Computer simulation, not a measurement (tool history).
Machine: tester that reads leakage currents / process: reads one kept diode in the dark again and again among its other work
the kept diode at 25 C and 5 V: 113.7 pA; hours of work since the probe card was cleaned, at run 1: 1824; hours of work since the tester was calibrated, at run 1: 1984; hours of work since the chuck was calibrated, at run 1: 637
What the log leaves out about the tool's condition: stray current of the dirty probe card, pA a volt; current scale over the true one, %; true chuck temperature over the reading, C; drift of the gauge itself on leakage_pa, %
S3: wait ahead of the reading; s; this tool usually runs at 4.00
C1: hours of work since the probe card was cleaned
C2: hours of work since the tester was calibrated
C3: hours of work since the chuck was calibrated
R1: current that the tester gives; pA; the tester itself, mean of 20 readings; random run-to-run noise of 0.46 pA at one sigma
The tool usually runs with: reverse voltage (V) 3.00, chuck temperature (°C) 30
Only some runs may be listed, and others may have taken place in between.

run 1 hour=0.0 | reverse_voltage_(V)=3.00 chuck_temperature_(°C)=30 S3=4.00 | C1=1824 C2=1984 C3=637 | R1=153.46
run 2 hour=74.3 | reverse_voltage_(V)=3.00 chuck_temperature_(°C)=30 S3=0.71 | C1=1879 C2=2038 C3=691 | R1=154.94
run 3 hour=139.1 | reverse_voltage_(V)=3.00 chuck_temperature_(°C)=30 S3=0.71 | C1=1926 C2=2086 C3=738 | R1=154.98
run 4 hour=214.2 | reverse_voltage_(V)=3.00 chuck_temperature_(°C)=30 S3=0.71 | C1=1981 C2=2140 C3=793 | R1=155.27
run 5 hour=267.8 | reverse_voltage_(V)=3.00 chuck_temperature_(°C)=30 S3=4.00 | C1=2020 C2=2179 C3=832 | R1=154.82
run 6 hour=300.4 | reverse_voltage_(V)=3.00 chuck_temperature_(°C)=30 S3=4.00 | C1=2043 C2=2203 C3=856 | R1=154.12
run 7 hour=341.3 | reverse_voltage_(V)=1.23 chuck_temperature_(°C)=28 S3=3.55 | C1=2073 C2=2233 C3=885 | R1=93.08
run 8 hour=397.0 | reverse_voltage_(V)=1.35 chuck_temperature_(°C)=58 S3=7.54 | C1=2114 C2=2274 C3=926 | R1=1295.51
run 9 hour=468.3 | reverse_voltage_(V)=1.05 chuck_temperature_(°C)=30 S3=2.01 | C1=2166 C2=2326 C3=978 | R1=107.66
run 10 hour=506.6 | reverse_voltage_(V)=6.78 chuck_temperature_(°C)=42 S3=3.42 | C1=2194 C2=2353 C3=1006 | R1=600.93
run 11 hour=552.2 | reverse_voltage_(V)=4.10 chuck_temperature_(°C)=42 S3=0.41 | C1=2227 C2=2387 C3=1039 | R1=507.29
run 12 hour=618.0 | reverse_voltage_(V)=1.40 chuck_temperature_(°C)=44 S3=0.58 | C1=2275 C2=2435 C3=1087 | R1=416.86

What if the next run were any one of these 3? Each begins from the tool's condition after run 12:
run A hour=669.1 | reverse_voltage_(V)=7.52 chuck_temperature_(°C)=22 S3=1.89 | C1=2312 C2=2472 C3=1124 | R1=?
run B hour=669.1 | reverse_voltage_(V)=1.40 chuck_temperature_(°C)=44 S3=0.70 | C1=2312 C2=2472 C3=1124 | R1=?
run C hour=669.1 | reverse_voltage_(V)=4.47 chuck_temperature_(°C)=58 S3=0.44 | C1=2312 C2=2472 C3=1124 | R1=?

run=A R1=98.83
run=B R1=416.80
run=C R1=1945.56
What these runs would have given with no unlogged condition in the tool:
run=A R1=98.61
run=B R1=417.03
run=C R1=1946.55
